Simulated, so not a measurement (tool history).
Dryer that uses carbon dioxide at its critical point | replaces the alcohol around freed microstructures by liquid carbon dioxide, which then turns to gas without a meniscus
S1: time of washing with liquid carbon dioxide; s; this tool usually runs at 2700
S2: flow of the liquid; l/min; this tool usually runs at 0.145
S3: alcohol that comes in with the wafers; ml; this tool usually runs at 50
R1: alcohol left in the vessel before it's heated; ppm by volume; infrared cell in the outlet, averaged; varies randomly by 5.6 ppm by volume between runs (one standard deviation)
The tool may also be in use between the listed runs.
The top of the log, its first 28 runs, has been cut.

run    hour    S1     S2   S3    R1
 29   798.6  3660  0.112   90   444
 30   817.1  3660  0.112   90   443
 31   855.3  2280  0.107   52  1873
 32   885.2  2280  0.107   52  1893
 33     914  2280  0.117   56  1522
 34   938.8  3060  0.145   89   359
 35   975.9  3060  0.145   89   377
 36   996.4  3300  0.145   28   212
 37  1016.8  2340  0.109   24   840
 38  1052.2  3360  0.169  116   220
 39  1084.6  1800  0.184   50   719
 40    1106  2700  0.098   36  1067
 41  1125.2  2220  0.145   50   794

Consider 3 possible next runs. They are alternatives, not a sequence: every one starts from the tool as it was left by run 41. What does each give?
     1158.7  -- inlet filter changed
  A  1158.7  2700  0.145  49   ?
     1158.7  -- inlet filter changed
  B  1158.7  2700  0.145  83   ?
     1158.7  -- inlet filter changed
  C  1158.7  2220  0.145  40   ?

run   R1
  A  357
  B  469
  C  568
What these runs would have given with no unlogged condition in the tool:
run   R1
  A  160
  B  273
  C  372

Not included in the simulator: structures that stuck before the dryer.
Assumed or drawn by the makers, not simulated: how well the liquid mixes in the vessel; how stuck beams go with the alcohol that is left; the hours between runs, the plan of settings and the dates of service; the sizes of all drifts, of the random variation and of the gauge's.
